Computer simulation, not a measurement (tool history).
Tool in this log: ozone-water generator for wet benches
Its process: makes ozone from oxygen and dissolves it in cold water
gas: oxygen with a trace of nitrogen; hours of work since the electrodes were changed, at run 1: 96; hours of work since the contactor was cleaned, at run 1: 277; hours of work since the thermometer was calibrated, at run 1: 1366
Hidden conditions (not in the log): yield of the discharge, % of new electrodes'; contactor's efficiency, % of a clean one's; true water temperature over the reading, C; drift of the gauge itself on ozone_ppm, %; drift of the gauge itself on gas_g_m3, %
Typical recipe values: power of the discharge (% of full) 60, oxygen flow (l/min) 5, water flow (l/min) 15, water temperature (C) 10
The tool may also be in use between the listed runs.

| run | day | power of the discharge (% of full) | oxygen flow (l/min) | water flow (l/min) | water temperature (C) | hours of work since the electrodes were changed | hours of work since the contactor was cleaned | hours of work since the thermometer was calibrated | dissolved ozone (ppm) | ozone in the gas ahead of the water (g/m3) |
|---|---|---|---|---|---|---|---|---|---|---|
| 1 | 0.000 | 60 | 5 | 15 | 10 | 96 | 277 | 1366 | 27.9 | 235.8 |
| 2 | 2.492 | 60 | 5 | 15 | 10 | 140 | 321 | 1410 | 27.5 | 236.5 |
| 3 | 4.488 | 60 | 5 | 15 | 10 | 175 | 357 | 1445 | 27.6 | 234.7 |
| 4 | 7.479 | 60 | 5 | 15 | 10 | 228 | 409 | 1498 | 27.3 | 236.6 |
| 5 | 9.079 | 60 | 5 | 15 | 10 | 256 | 437 | 1526 | 27.4 | 235.1 |
|  | 9.454 | contactor cleaned |
| 6 | 11.592 | 60 | 5 | 15 | 10 | 297 | 38 | 1568 | 27.7 | 236.3 |

What will run 7 give?
| 7 | 15.012 | 42 | 5 | 22 | 10 | 358 | 98 | 1628 | ? | ? |

dissolved ozone (ppm): 14.9
ozone in the gas ahead of the water (g/m3): 179.9
Were there no unlogged condition in the tool, this run, its random variation unchanged, would have produced dissolved ozone (ppm) 15.0, ozone in the gas ahead of the water (g/m3) 180.8.
